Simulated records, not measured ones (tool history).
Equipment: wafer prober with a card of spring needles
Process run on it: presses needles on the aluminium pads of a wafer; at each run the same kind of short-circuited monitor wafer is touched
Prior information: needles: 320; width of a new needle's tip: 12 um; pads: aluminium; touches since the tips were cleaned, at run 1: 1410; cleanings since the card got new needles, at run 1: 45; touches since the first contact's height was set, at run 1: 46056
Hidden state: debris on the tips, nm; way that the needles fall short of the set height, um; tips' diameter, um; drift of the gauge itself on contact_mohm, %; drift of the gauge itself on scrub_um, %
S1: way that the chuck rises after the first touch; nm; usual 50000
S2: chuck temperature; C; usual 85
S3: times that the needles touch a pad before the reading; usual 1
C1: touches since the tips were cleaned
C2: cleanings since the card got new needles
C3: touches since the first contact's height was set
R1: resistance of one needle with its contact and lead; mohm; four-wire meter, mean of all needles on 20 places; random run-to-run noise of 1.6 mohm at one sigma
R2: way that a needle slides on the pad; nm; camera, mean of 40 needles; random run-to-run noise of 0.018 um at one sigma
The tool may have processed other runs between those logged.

run,day,S1,S2,S3,C1,C2,C3,R1,R2
1,0.000,50000,85,1,1410,45,46056,146,10060
# day 0.567: tips cleaned on abrasive film
2,0.575,34000,85,1,94,46,52998,157,6820
# day 1.242: tips cleaned on abrasive film
3,1.533,45000,85,1,3570,47,64595,150,9030
# day 1.917: tips cleaned on abrasive film
4,2.092,45000,85,1,2148,48,71323,152,8990
# day 2.300: height of the first contact set anew
# day 2.579: tips cleaned on abrasive film
# day 3.238: tips cleaned on abrasive film
5,3.238,45000,85,1,0,50,11275,150,9030
# day 3.912: tips cleaned on abrasive film
6,4.421,45000,85,1,6131,51,25593,149,8970
# day 4.583: tips cleaned on abrasive film
# day 5.233: tips cleaned on abrasive film
7,5.271,45000,85,1,477,53,35842,151,9040
# day 5.879: tips cleaned on abrasive film
8,6.067,45000,85,1,2261,54,45414,152,9010
# day 6.542: tips cleaned on abrasive film
9,6.679,50000,85,1,1636,55,52799,149,9990
# day 7.200: tips cleaned on abrasive film
10,7.450,50000,85,1,3013,56,62111,149,10020
# day 7.858: tips cleaned on abrasive film
# day 8.358: height of the first contact set anew
11,8.379,44000,124,3,6217,57,281,157,8780
# day 8.500: tips cleaned on abrasive film
# day 9.133: tips cleaned on abrasive film
12,9.567,33000,55,1,5286,59,14595,151,6630
# day 9.758: tips cleaned on abrasive film
# day 10.408: tips cleaned on abrasive film
13,10.508,49000,115,1,1241,61,25920,156,9780
# day 11.079: tips cleaned on abrasive film
14,11.579,40000,115,1,6074,62,38863,159,7990
# day 11.754: tips cleaned on abrasive film
# day 12.446: tips cleaned on abrasive film
15,12.621,47000,36,2,2104,64,51386,142,9390
# day 13.075: tips cleaned on abrasive film
16,13.546,51000,37,3,5699,65,62577,141,10220
# day 13.771: tips cleaned on abrasive film
17,14.050,50000,43,2,3423,66,68667,143,10000
# day 14.412: tips cleaned on abrasive film
# day 14.425: height of the first contact set anew
# day 15.050: tips cleaned on abrasive film
18,15.050,67000,85,2,0,68,7564,147,13330
# day 15.704: tips cleaned on abrasive film
19,16.062,41000,122,1,4359,69,19789,160,8170

4 ways to go on from here, each from the tool as it stands after run 19. What would each give?
# day 16.342: tips cleaned on abrasive film
# day 17.021: tips cleaned on abrasive film
A,17.058,56000,85,1,446,71,31769,?,?
# day 16.342: tips cleaned on abrasive film
# day 17.021: tips cleaned on abrasive film
B,17.058,44000,122,2,446,71,31769,?,?
# day 16.342: tips cleaned on abrasive film
# day 17.021: tips cleaned on abrasive film
C,17.058,41000,122,1,446,71,31769,?,?
# day 16.342: tips cleaned on abrasive film
# day 17.021: tips cleaned on abrasive film
D,17.058,36000,85,2,446,71,31769,?,?

run,R1,R2
A,147,11140
B,160,8770
C,159,8170
D,156,7200
The same runs, with their run-to-run variation unchanged, on a tool lacking any hidden condition would have given:
run,R1,R2
A,147,11240
B,160,8850
C,159,8240
D,156,7260

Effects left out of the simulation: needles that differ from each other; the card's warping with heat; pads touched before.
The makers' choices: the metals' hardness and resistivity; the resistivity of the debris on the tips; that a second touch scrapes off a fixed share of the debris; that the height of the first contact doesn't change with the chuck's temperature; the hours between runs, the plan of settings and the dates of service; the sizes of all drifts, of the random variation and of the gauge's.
